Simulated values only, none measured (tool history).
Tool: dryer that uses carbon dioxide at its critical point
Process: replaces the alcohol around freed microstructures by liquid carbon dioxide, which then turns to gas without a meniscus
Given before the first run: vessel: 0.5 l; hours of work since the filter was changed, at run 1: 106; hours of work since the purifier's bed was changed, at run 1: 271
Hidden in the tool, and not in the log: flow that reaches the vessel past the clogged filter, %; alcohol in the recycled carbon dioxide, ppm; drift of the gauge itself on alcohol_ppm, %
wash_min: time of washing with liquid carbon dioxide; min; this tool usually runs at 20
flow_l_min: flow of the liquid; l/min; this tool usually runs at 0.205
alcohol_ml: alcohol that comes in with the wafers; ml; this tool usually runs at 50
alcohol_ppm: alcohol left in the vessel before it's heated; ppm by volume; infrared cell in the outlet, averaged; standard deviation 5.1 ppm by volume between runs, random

| run | day | wash_min | flow_l_min | alcohol_ml | hours of work since the filter was changed | hours of work since the purifier's bed was changed | alcohol_ppm |
|---|---|---|---|---|---|---|---|
| 1 | 0 | 20 | 0.205 | 50 | 106 | 271 | 142 |
| 2 | 0.729 | 20 | 0.205 | 50 | 113 | 278 | 155 |
| 3 | 1.075 | 20 | 0.205 | 50 | 116 | 282 | 141 |
| 4 | 1.692 | 20 | 0.185 | 50 | 122 | 288 | 263 |
| 5 | 2.154 | 20 | 0.185 | 50 | 127 | 292 | 255 |
| 6 | 2.571 | 20 | 0.185 | 50 | 131 | 296 | 255 |
| 7 | 2.888 | 20 | 0.185 | 50 | 134 | 300 | 265 |
| 8 | 3.204 | 20 | 0.185 | 50 | 137 | 303 | 270 |
| 9 | 3.792 | 20 | 0.281 | 50 | 143 | 308 | 63 |
| 10 | 4.146 | 28 | 0.205 | 50 | 147 | 312 | 70 |
| 11 | 4.829 | 17 | 0.205 | 50 | 153 | 319 | 377 |
| 12 | 5.262 | 20 | 0.162 | 50 | 158 | 323 | 557 |
| 13 | 5.579 | 20 | 0.162 | 50 | 161 | 326 | 549 |
| 14 | 5.929 | 20 | 0.162 | 50 | 164 | 330 | 551 |
| 15 | 6.45 | 20 | 0.162 | 50 | 169 | 335 | 526 |
| 16 | 6.867 | 20 | 0.162 | 50 | 173 | 339 | 566 |
| 17 | 7.371 | 20 | 0.205 | 28 | 178 | 344 | 128 |
| 18 | 7.85 | 19 | 0.153 | 80 | 183 | 349 | 1468 |
| 19 | 8.379 | 20 | 0.205 | 65 | 188 | 354 | 244 |
| 20 | 8.988 | 20 | 0.161 | 65 | 194 | 360 | 777 |
|  | 9.171 | inlet filter changed |
| 21 | 9.708 | 16 | 0.226 | 23 | 5 | 367 | 140 |
| 22 | 10.05 | 16 | 0.261 | 23 | 9 | 370 | 89 |
| 23 | 10.65 | 16 | 0.277 | 23 | 15 | 376 | 78 |

Each row is a separate what-if for the run after 23, all from the same tool condition, not one after another. Results?
| A | 11.025 | 14 | 0.205 | 40 | 18 | 380 | ? |
| B | 11.025 | 30 | 0.155 | 23 | 18 | 380 | ? |
| C | 11.025 | 20 | 0.214 | 50 | 18 | 380 | ? |
| D | 11.025 | 31 | 0.237 | 40 | 18 | 380 | ? |

| run | alcohol_ppm |
|---|---|
| A | 589 |
| B | 63 |
| C | 118 |
| D | 58 |
What these runs would have given with no unlogged condition in the tool:
| run | alcohol_ppm |
|---|---|
| A | 507 |
| B | 4 |
| C | 56 |
| D | 1 |
